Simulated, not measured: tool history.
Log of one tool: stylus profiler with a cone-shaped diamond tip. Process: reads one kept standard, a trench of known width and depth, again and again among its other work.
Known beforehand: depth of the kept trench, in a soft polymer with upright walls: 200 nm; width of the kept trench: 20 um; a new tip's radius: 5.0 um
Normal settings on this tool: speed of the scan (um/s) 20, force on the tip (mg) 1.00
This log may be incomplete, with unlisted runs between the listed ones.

| run | day | speed of the scan (um/s) | force on the tip (mg) | depth of the trench (nm) | width of the trench's floor (nm) |
|---|---|---|---|---|---|
| 1 | 0.000 | 20 | 1.00 | 201.00 | 16940 |
| 2 | 1.742 | 20 | 1.00 | 200.90 | 16900 |
| 3 | 4.421 | 20 | 1.00 | 200.98 | 16850 |
| 4 | 8.058 | 20 | 1.00 | 201.07 | 16840 |
| 5 | 11.088 | 20 | 1.00 | 201.01 | 16850 |
| 6 | 13.779 | 20 | 1.00 | 201.23 | 16740 |
| 7 | 16.792 | 20 | 1.00 | 201.14 | 16830 |
| 8 | 18.546 | 9 | 1.00 | 201.18 | 16810 |
| 9 | 21.129 | 20 | 0.88 | 200.95 | 16720 |
| 10 | 22.675 | 20 | 0.88 | 201.09 | 16750 |
| 11 | 25.917 | 28 | 1.00 | 201.34 | 16690 |
| 12 | 28.404 | 28 | 1.00 | 201.31 | 16660 |
| 13 | 30.212 | 28 | 1.00 | 201.22 | 16580 |
| 14 | 33.388 | 15 | 1.00 | 201.33 | 16660 |
| 15 | 36.296 | 15 | 1.00 | 201.24 | 16630 |
| 16 | 39.817 | 20 | 1.00 | 201.29 | 16580 |
| 17 | 42.754 | 24 | 1.00 | 201.37 | 16570 |
| 18 | 45.433 | 12 | 1.00 | 201.46 | 16580 |
| 19 | 48.038 | 20 | 1.00 | 201.41 | 16550 |
| 20 | 50.433 | 20 | 1.00 | 201.62 | 16550 |
| 21 | 53.125 | 7 | 1.00 | 201.55 | 16600 |
| 22 | 55.525 | 7 | 1.00 | 201.63 | 16570 |
| 23 | 57.625 | 20 | 1.00 | 201.60 | 16480 |
| 24 | 59.854 | 28 | 0.44 | 201.39 | 16400 |
| 25 | 62.633 | 28 | 0.44 | 201.37 | 16300 |
|  | 64.471 | height scale calibrated on a step standard |
| 26 | 65.821 | 16 | 0.67 | 201.59 | 16410 |
| 27 | 68.571 | 16 | 0.67 | 201.66 | 16400 |
| 28 | 71.350 | 28 | 0.50 | 201.62 | 16250 |
| 29 | 74.012 | 32 | 1.06 | 202.14 | 16290 |
| 30 | 75.904 | 32 | 1.06 | 201.96 | 16300 |
| 31 | 78.179 | 32 | 1.06 | 202.02 | 16300 |
| 32 | 81.988 | 32 | 1.06 | 202.03 | 16260 |
| 33 | 84.117 | 32 | 1.06 | 202.09 | 16240 |
| 34 | 86.117 | 20 | 1.44 | 202.37 | 16280 |
|  | 86.633 | height scale calibrated on a step standard, once more |
| 35 | 88.725 | 20 | 1.44 | 200.92 | 16290 |
| 36 | 90.462 | 22 | 0.63 | 200.63 | 16190 |
| 37 | 92.821 | 5 | 1.00 | 200.82 | 16300 |
| 38 | 94.762 | 6 | 0.40 | 200.33 | 16270 |
| 39 | 96.875 | 5 | 2.17 | 201.28 | 16320 |
| 40 | 100.475 | 31 | 1.91 | 201.31 | 16110 |
| 41 | 104.271 | 31 | 1.91 | 201.25 | 16160 |
| 42 | 106.821 | 31 | 1.91 | 201.25 | 16100 |
| 43 | 109.879 | 7 | 1.13 | 200.97 | 16260 |
| 44 | 111.471 | 32 | 1.09 | 200.89 | 16010 |
| 45 | 115.208 | 9 | 2.63 | 201.60 | 16110 |

Branching from run 45: 3 alternative next runs. What would each branch give?
| A | 118.500 | 9 | 1.98 | ? | ? |
| B | 118.500 | 7 | 2.00 | ? | ? |
| C | 118.500 | 5 | 0.77 | ? | ? |

| run | depth of the trench (nm) | width of the trench's floor (nm) |
|---|---|---|
| A | 201.54 | 16120 |
| B | 201.50 | 16160 |
| C | 201.04 | 16170 |
What these runs would have given with no unlogged condition in the tool:
| run | depth of the trench (nm) | width of the trench's floor (nm) |
|---|---|---|
| A | 201.18 | 17150 |
| B | 201.13 | 17180 |
| C | 200.68 | 17200 |

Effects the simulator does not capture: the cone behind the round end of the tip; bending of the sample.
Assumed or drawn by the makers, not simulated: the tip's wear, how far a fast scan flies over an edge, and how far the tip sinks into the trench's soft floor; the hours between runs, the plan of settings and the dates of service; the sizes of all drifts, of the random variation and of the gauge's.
